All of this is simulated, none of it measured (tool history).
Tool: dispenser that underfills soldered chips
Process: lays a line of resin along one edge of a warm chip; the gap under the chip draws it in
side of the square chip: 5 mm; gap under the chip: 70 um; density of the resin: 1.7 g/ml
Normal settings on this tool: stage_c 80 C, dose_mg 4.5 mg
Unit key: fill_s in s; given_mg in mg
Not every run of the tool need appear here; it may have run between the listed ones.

{"run": 1, "hour": 0.0, "stage_c": 80, "dose_mg": 4.5, "fill_s": 9.5, "given_mg": 4.24}
{"hour": 6.7, "done": "new syringe of resin"}
{"run": 2, "hour": 8.3, "stage_c": 80, "dose_mg": 4.5, "fill_s": 9.5, "given_mg": 4.22}
{"hour": 15.2, "done": "new syringe of resin"}
{"run": 3, "hour": 18.0, "stage_c": 80, "dose_mg": 4.5, "fill_s": 10.1, "given_mg": 4.22}
{"hour": 23.8, "done": "new syringe of resin"}
{"hour": 26.1, "done": "dispensing valve cleaned and set on the balance"}
{"run": 4, "hour": 26.7, "stage_c": 80, "dose_mg": 4.5, "fill_s": 8.9, "given_mg": 4.5}
{"hour": 33.2, "done": "new syringe of resin"}
{"run": 5, "hour": 34.0, "stage_c": 80, "dose_mg": 4.5, "fill_s": 9.0, "given_mg": 4.5}
{"hour": 41.7, "done": "new syringe of resin"}
{"run": 6, "hour": 41.7, "stage_c": 80, "dose_mg": 4.5, "fill_s": 9.3, "given_mg": 4.43}

Run 7 comes next. What will it give?
{"run": 7, "hour": 45.7, "stage_c": 85, "dose_mg": 4.7, "fill_s": "?", "given_mg": "?"}

Run 7 produced fill_s 9.1 s, given_mg 4.66 mg.
The same run, on a tool lacking any hidden state, would have yielded fill_s 7.2 s, given_mg 4.70 mg.
